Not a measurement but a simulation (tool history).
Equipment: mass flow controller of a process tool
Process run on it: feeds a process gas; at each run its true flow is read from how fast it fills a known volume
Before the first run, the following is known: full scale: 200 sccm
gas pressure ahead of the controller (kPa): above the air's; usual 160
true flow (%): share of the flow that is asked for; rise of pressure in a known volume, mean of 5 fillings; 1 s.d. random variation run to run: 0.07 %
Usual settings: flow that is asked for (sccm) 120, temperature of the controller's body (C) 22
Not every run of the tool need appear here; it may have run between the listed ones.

run	hour	flow that is asked for (sccm)	gas pressure ahead of the controller (kPa)	temperature of the controller's body (C)	true flow (%)
1	0.0	120	160	22	98.96
2	132.1	120	141	22	99.25
3	352.3	120	141	24	99.21
4	533.3	120	160	22	98.97
5	680.8	120	160	22	99.01
6	837.2	120	160	22	98.97
7	958.0	120	160	22	99.00
8	1143.2	120	160	22	98.95
9	1259.7	120	160	22	98.89
10	1484.1	120	167	22	98.87
11	1683.4	120	167	22	98.94
12	1781.3	42	160	22	98.10
13	1904.1	42	160	22	98.16
14	2097.2	42	160	22	98.13
15	2239.3	42	160	22	98.07
16	2344.2	42	160	22	98.14
17	2515.8	42	160	22	98.22
18	2667.7	23	272	29	97.81
19	2765.3	98	160	32	99.08
20	2867.3	98	160	32	99.14
21	2998.5	42	269	32	98.01
22	3205.3	42	269	32	97.82
23	3379.1	42	269	32	97.94
24	3596.7	156	269	38	99.25
25	3695.2	156	269	38	99.29
26	3883.4	156	269	38	99.21
27	4034.5	156	269	38	99.19
28	4158.5	112	175	22	98.51
29	4389.3	84	209	35	98.82
30	4540.5	120	209	35	99.01
31	4771.1	120	160	39	99.60
32	4908.6	120	160	39	99.41

4 ways to go on from here, each from the tool as it stands after run 32. What would each give?
A	5066.7	173	237	25	?
B	5066.7	64	160	29	?
C	5066.7	32	148	29	?
D	5066.7	66	160	39	?

run	true flow (%)
A	98.83
B	98.50
C	98.74
D	98.91
With the hidden condition removed and each run's random variation left untouched, the same runs would have given:
run	true flow (%)
A	99.40
B	98.76
C	98.52
D	99.19

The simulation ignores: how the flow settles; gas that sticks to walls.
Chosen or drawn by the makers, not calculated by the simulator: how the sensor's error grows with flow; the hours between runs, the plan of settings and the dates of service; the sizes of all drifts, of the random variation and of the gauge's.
